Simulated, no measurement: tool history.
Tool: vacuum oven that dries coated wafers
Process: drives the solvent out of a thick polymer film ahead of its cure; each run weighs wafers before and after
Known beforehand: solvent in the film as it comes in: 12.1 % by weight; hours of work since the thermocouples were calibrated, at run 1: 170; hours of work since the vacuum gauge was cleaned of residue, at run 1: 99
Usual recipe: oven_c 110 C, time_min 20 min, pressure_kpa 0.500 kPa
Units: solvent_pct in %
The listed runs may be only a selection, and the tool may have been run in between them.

| run | day | oven_c | time_min | pressure_kpa | hours of work since the thermocouples were calibrated | hours of work since the vacuum gauge was cleaned of residue | solvent_pct |
|---|---|---|---|---|---|---|---|
| 1 | 0.000 | 110 | 20 | 0.500 | 170 | 99 | 0.91 |
| 2 | 2.696 | 110 | 20 | 0.500 | 206 | 134 | 0.95 |
| 3 | 5.138 | 110 | 20 | 0.275 | 238 | 166 | 0.87 |
| 4 | 8.092 | 110 | 12 | 0.500 | 276 | 205 | 2.27 |
| 5 | 9.754 | 110 | 12 | 0.500 | 298 | 227 | 2.24 |
| 6 | 11.846 | 110 | 12 | 0.500 | 326 | 254 | 2.27 |
| 7 | 14.217 | 110 | 20 | 0.500 | 357 | 286 | 0.97 |
| 8 | 16.808 | 110 | 20 | 0.500 | 391 | 320 | 0.93 |
| 9 | 19.062 | 110 | 20 | 0.740 | 420 | 349 | 1.10 |
| 10 | 20.958 | 110 | 20 | 0.740 | 445 | 374 | 1.03 |
| 11 | 22.754 | 110 | 20 | 0.740 | 469 | 398 | 1.08 |
| 12 | 24.092 | 110 | 20 | 0.500 | 487 | 415 | 1.00 |
| 13 | 26.338 | 110 | 11 | 0.500 | 516 | 445 | 2.63 |
| 14 | 27.854 | 110 | 11 | 0.500 | 536 | 465 | 2.62 |
| 15 | 30.771 | 110 | 32 | 0.858 | 574 | 503 | 0.56 |
| 16 | 32.279 | 110 | 27 | 1.685 | 594 | 523 | 0.99 |
| 17 | 35.221 | 117 | 12 | 0.500 | 633 | 561 | 1.50 |
| 18 | 37.979 | 99 | 22 | 0.500 | 669 | 598 | 1.99 |
| 19 | 40.496 | 99 | 22 | 0.500 | 702 | 631 | 2.09 |
| 20 | 43.021 | 99 | 22 | 0.500 | 735 | 664 | 2.06 |
| 21 | 45.150 | 99 | 22 | 0.500 | 763 | 692 | 2.07 |
| 22 | 48.012 | 99 | 21 | 0.500 | 801 | 729 | 2.15 |
| 23 | 50.200 | 110 | 14 | 1.072 | 829 | 758 | 2.13 |
| 24 | 51.654 | 110 | 14 | 1.072 | 848 | 777 | 2.08 |

Forecast each of these 3 alternatives for the next run:
| A | 54.467 | 106 | 19 | 1.072 | 885 | 814 | ? |
| B | 54.467 | 110 | 14 | 0.303 | 885 | 814 | ? |
| C | 54.467 | 116 | 18 | 0.990 | 885 | 814 | ? |

| run | solvent_pct |
|---|---|
| A | 1.83 |
| B | 1.92 |
| C | 0.97 |
With no hidden state in the tool, these same runs would have given:
| run | solvent_pct |
|---|---|
| A | 1.58 |
| B | 1.70 |
| C | 0.80 |
